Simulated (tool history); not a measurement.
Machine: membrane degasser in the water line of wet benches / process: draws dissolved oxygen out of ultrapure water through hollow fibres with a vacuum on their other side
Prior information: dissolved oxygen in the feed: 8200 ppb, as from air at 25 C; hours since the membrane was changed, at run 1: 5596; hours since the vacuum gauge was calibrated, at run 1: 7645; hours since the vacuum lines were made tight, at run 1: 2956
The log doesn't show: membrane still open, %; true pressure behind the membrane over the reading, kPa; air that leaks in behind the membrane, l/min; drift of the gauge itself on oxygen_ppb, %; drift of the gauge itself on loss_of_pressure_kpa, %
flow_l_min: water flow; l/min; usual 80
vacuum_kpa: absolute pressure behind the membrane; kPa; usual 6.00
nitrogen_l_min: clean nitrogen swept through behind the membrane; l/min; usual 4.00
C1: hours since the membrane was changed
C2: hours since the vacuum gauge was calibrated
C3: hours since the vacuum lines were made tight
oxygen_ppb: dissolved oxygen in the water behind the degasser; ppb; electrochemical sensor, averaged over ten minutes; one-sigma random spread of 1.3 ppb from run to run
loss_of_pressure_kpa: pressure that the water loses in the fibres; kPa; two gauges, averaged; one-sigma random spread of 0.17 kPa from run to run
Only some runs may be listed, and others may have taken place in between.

{"run": 1, "day": 0.0, "flow_l_min": 80, "vacuum_kpa": 6.0, "nitrogen_l_min": 4.0, "C1": 5596, "C2": 7645, "C3": 2956, "oxygen_ppb": 160.6, "loss_of_pressure_kpa": 31.59}
{"day": 2.062, "done": "vacuum gauge calibrated"}
{"run": 2, "day": 3.779, "flow_l_min": 80, "vacuum_kpa": 6.0, "nitrogen_l_min": 4.0, "C1": 5687, "C2": 41, "C3": 3047, "oxygen_ppb": 130.5, "loss_of_pressure_kpa": 32.1}
{"run": 3, "day": 10.017, "flow_l_min": 80, "vacuum_kpa": 6.0, "nitrogen_l_min": 4.0, "C1": 5836, "C2": 191, "C3": 3196, "oxygen_ppb": 133.7, "loss_of_pressure_kpa": 31.96}
{"run": 4, "day": 13.858, "flow_l_min": 80, "vacuum_kpa": 10.76, "nitrogen_l_min": 4.0, "C1": 5928, "C2": 283, "C3": 3288, "oxygen_ppb": 336.6, "loss_of_pressure_kpa": 32.3}
{"run": 5, "day": 20.767, "flow_l_min": 80, "vacuum_kpa": 10.76, "nitrogen_l_min": 4.0, "C1": 6094, "C2": 449, "C3": 3454, "oxygen_ppb": 337.1, "loss_of_pressure_kpa": 32.33}
{"run": 6, "day": 24.133, "flow_l_min": 80, "vacuum_kpa": 10.76, "nitrogen_l_min": 4.0, "C1": 6175, "C2": 530, "C3": 3535, "oxygen_ppb": 341.6, "loss_of_pressure_kpa": 32.21}
{"run": 7, "day": 29.238, "flow_l_min": 80, "vacuum_kpa": 10.76, "nitrogen_l_min": 4.0, "C1": 6298, "C2": 652, "C3": 3658, "oxygen_ppb": 341.8, "loss_of_pressure_kpa": 32.19}
{"run": 8, "day": 34.583, "flow_l_min": 80, "vacuum_kpa": 6.0, "nitrogen_l_min": 4.0, "C1": 6426, "C2": 781, "C3": 3786, "oxygen_ppb": 139.1, "loss_of_pressure_kpa": 32.35}
{"run": 9, "day": 40.312, "flow_l_min": 80, "vacuum_kpa": 14.66, "nitrogen_l_min": 4.0, "C1": 6563, "C2": 918, "C3": 3923, "oxygen_ppb": 507.3, "loss_of_pressure_kpa": 32.21}
{"run": 10, "day": 45.938, "flow_l_min": 80, "vacuum_kpa": 14.66, "nitrogen_l_min": 4.0, "C1": 6698, "C2": 1053, "C3": 4058, "oxygen_ppb": 498.7, "loss_of_pressure_kpa": 32.46}
{"run": 11, "day": 51.204, "flow_l_min": 80, "vacuum_kpa": 14.66, "nitrogen_l_min": 4.0, "C1": 6825, "C2": 1179, "C3": 4185, "oxygen_ppb": 494.6, "loss_of_pressure_kpa": 32.26}
{"run": 12, "day": 56.683, "flow_l_min": 80, "vacuum_kpa": 14.66, "nitrogen_l_min": 4.0, "C1": 6956, "C2": 1311, "C3": 4316, "oxygen_ppb": 498.4, "loss_of_pressure_kpa": 32.52}
{"run": 13, "day": 60.433, "flow_l_min": 80, "vacuum_kpa": 14.66, "nitrogen_l_min": 4.0, "C1": 7046, "C2": 1401, "C3": 4406, "oxygen_ppb": 501.0, "loss_of_pressure_kpa": 32.65}
{"run": 14, "day": 64.717, "flow_l_min": 68, "vacuum_kpa": 6.0, "nitrogen_l_min": 2.24, "C1": 7149, "C2": 1504, "C3": 4509, "oxygen_ppb": 189.1, "loss_of_pressure_kpa": 27.82}
{"run": 15, "day": 71.708, "flow_l_min": 80, "vacuum_kpa": 7.95, "nitrogen_l_min": 6.22, "C1": 7317, "C2": 1672, "C3": 4677, "oxygen_ppb": 155.2, "loss_of_pressure_kpa": 32.84}
{"run": 16, "day": 75.879, "flow_l_min": 80, "vacuum_kpa": 7.95, "nitrogen_l_min": 6.22, "C1": 7417, "C2": 1772, "C3": 4777, "oxygen_ppb": 155.9, "loss_of_pressure_kpa": 32.6}
{"run": 17, "day": 79.146, "flow_l_min": 114, "vacuum_kpa": 6.16, "nitrogen_l_min": 5.8, "C1": 7495, "C2": 1850, "C3": 4855, "oxygen_ppb": 186.5, "loss_of_pressure_kpa": 46.48}
{"run": 18, "day": 84.488, "flow_l_min": 80, "vacuum_kpa": 4.32, "nitrogen_l_min": 1.7, "C1": 7624, "C2": 1978, "C3": 4984, "oxygen_ppb": 124.2, "loss_of_pressure_kpa": 32.83}
{"run": 19, "day": 89.367, "flow_l_min": 63, "vacuum_kpa": 3.65, "nitrogen_l_min": 2.56, "C1": 7741, "C2": 2095, "C3": 5101, "oxygen_ppb": 35.4, "loss_of_pressure_kpa": 25.67}
{"run": 20, "day": 95.008, "flow_l_min": 64, "vacuum_kpa": 6.11, "nitrogen_l_min": 3.8, "C1": 7876, "C2": 2231, "C3": 5236, "oxygen_ppb": 120.5, "loss_of_pressure_kpa": 26.21}
{"run": 21, "day": 99.988, "flow_l_min": 113, "vacuum_kpa": 6.0, "nitrogen_l_min": 2.4, "C1": 7996, "C2": 2350, "C3": 5356, "oxygen_ppb": 317.2, "loss_of_pressure_kpa": 46.29}
{"run": 22, "day": 104.208, "flow_l_min": 97, "vacuum_kpa": 6.0, "nitrogen_l_min": 3.99, "C1": 8097, "C2": 2452, "C3": 5457, "oxygen_ppb": 184.6, "loss_of_pressure_kpa": 39.94}
{"run": 23, "day": 109.429, "flow_l_min": 59, "vacuum_kpa": 6.61, "nitrogen_l_min": 4.25, "C1": 8222, "C2": 2577, "C3": 5582, "oxygen_ppb": 119.2, "loss_of_pressure_kpa": 23.86}
{"run": 24, "day": 112.788, "flow_l_min": 124, "vacuum_kpa": 9.99, "nitrogen_l_min": 4.0, "C1": 8303, "C2": 2657, "C3": 5663, "oxygen_ppb": 510.3, "loss_of_pressure_kpa": 50.97}
{"run": 25, "day": 117.583, "flow_l_min": 86, "vacuum_kpa": 6.77, "nitrogen_l_min": 1.65, "C1": 8418, "C2": 2773, "C3": 5778, "oxygen_ppb": 373.0, "loss_of_pressure_kpa": 35.49}
{"run": 26, "day": 122.967, "flow_l_min": 86, "vacuum_kpa": 6.77, "nitrogen_l_min": 1.65, "C1": 8547, "C2": 2902, "C3": 5907, "oxygen_ppb": 380.5, "loss_of_pressure_kpa": 35.73}

5 ways to go on from here, each from the tool as it stands after run 26. What would each give?
{"run": "A", "day": 127.779, "flow_l_min": 49, "vacuum_kpa": 9.54, "nitrogen_l_min": 8.18, "C1": 8663, "C2": 3017, "C3": 6023, "oxygen_ppb": "?", "loss_of_pressure_kpa": "?"}
{"run": "B", "day": 127.779, "flow_l_min": 111, "vacuum_kpa": 4.45, "nitrogen_l_min": 2.04, "C1": 8663, "C2": 3017, "C3": 6023, "oxygen_ppb": "?", "loss_of_pressure_kpa": "?"}
{"run": "C", "day": 127.779, "flow_l_min": 113, "vacuum_kpa": 3.91, "nitrogen_l_min": 4.35, "C1": 8663, "C2": 3017, "C3": 6023, "oxygen_ppb": "?", "loss_of_pressure_kpa": "?"}
{"run": "D", "day": 127.779, "flow_l_min": 123, "vacuum_kpa": 5.07, "nitrogen_l_min": 9.9, "C1": 8663, "C2": 3017, "C3": 6023, "oxygen_ppb": "?", "loss_of_pressure_kpa": "?"}
{"run": "E", "day": 127.779, "flow_l_min": 84, "vacuum_kpa": 9.66, "nitrogen_l_min": 9.64, "C1": 8663, "C2": 3017, "C3": 6023, "oxygen_ppb": "?", "loss_of_pressure_kpa": "?"}

run=A oxygen_ppb=95.6 loss_of_pressure_kpa=20.29
run=B oxygen_ppb=198.9 loss_of_pressure_kpa=45.95
run=C oxygen_ppb=105.8 loss_of_pressure_kpa=46.93
run=D oxygen_ppb=134.3 loss_of_pressure_kpa=50.76
run=E oxygen_ppb=158.0 loss_of_pressure_kpa=34.67
Take away the tool's hidden state, keep each run's random variation, and the runs would have read:
run=A oxygen_ppb=90.4 loss_of_pressure_kpa=18.30
run=B oxygen_ppb=156.0 loss_of_pressure_kpa=41.47
run=C oxygen_ppb=70.9 loss_of_pressure_kpa=42.36
run=D oxygen_ppb=98.2 loss_of_pressure_kpa=45.80
run=E oxygen_ppb=144.1 loss_of_pressure_kpa=31.28
